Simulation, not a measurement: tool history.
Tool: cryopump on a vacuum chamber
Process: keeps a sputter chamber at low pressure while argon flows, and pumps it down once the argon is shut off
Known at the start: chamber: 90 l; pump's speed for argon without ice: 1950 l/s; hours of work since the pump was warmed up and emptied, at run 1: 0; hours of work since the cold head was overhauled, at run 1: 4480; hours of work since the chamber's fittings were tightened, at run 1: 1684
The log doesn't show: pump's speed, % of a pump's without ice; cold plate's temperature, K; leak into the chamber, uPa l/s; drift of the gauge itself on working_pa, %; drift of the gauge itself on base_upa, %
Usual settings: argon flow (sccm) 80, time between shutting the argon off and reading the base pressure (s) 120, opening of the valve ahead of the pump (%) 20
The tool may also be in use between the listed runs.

| run | day | argon flow (sccm) | time between shutting the argon off and reading the base pressure (s) | opening of the valve ahead of the pump (%) | hours of work since the pump was warmed up and emptied | hours of work since the cold head was overhauled | hours of work since the chamber's fittings were tightened | pressure while argon flows (Pa) | pressure after the wait (uPa) |
|---|---|---|---|---|---|---|---|---|---|
| 1 | 0 | 80 | 120 | 20 | 0 | 4480 | 1684 | 0.3489 | 1.08 |
| 2 | 5.2 | 80 | 120 | 20 | 111 | 4591 | 1795 | 0.3506 | 1.11 |
| 3 | 7.879 | 80 | 233 | 20 | 168 | 4648 | 1852 | 0.3542 | 1.03 |
| 4 | 12.271 | 80 | 233 | 24 | 261 | 4742 | 1946 | 0.2947 | 1.05 |
|  | 16.454 | leaking fittings of the chamber tightened, without venting |
| 5 | 17.717 | 115 | 120 | 20 | 376 | 4856 | 27 | 0.5119 | 0.56 |
| 6 | 20.117 | 103 | 120 | 20 | 427 | 4907 | 78 | 0.4593 | 0.59 |
| 7 | 24.054 | 103 | 34 | 20 | 511 | 4991 | 162 | 0.4609 | 1.48 |
| 8 | 27.188 | 103 | 34 | 20 | 577 | 5058 | 229 | 0.4643 | 1.55 |
| 9 | 31.058 | 103 | 34 | 20 | 660 | 5140 | 311 | 0.4647 | 1.56 |
| 10 | 34.762 | 94 | 108 | 26 | 739 | 5219 | 390 | 0.3313 | 0.76 |
|  | 37.975 | pump warmed up, emptied and cooled again |
| 11 | 39.746 | 32 | 148 | 20 | 38 | 5321 | 492 | 0.1405 | 0.67 |
| 12 | 42.908 | 67 | 291 | 16 | 105 | 5388 | 559 | 0.3655 | 0.49 |
| 13 | 46.204 | 67 | 291 | 16 | 175 | 5458 | 629 | 0.3691 | 0.55 |
| 14 | 50.321 | 136 | 29 | 43 | 263 | 5546 | 717 | 0.2865 | 1.91 |
| 15 | 52.879 | 128 | 111 | 24 | 318 | 5601 | 772 | 0.4741 | 0.81 |

4 ways to go on from here, each from the tool as it stands after run 15. What would each give?
| A | 55.658 | 37 | 189 | 18 | 377 | 5660 | 831 | ? | ? |
| B | 55.658 | 53 | 21 | 23 | 377 | 5660 | 831 | ? | ? |
| C | 55.658 | 128 | 111 | 26 | 377 | 5660 | 831 | ? | ? |
| D | 55.658 | 96 | 81 | 17 | 377 | 5660 | 831 | ? | ? |

| run | pressure while argon flows (Pa) | pressure after the wait (uPa) |
|---|---|---|
| A | 0.1828 | 0.71 |
| B | 0.2058 | 2.49 |
| C | 0.4408 | 0.81 |
| D | 0.5004 | 0.96 |
Without the tool's hidden state the same runs would have given:
| run | pressure while argon flows (Pa) | pressure after the wait (uPa) |
|---|---|---|
| A | 0.1784 | 0.37 |
| B | 0.1996 | 2.15 |
| C | 0.4259 | 0.48 |
| D | 0.4891 | 0.62 |
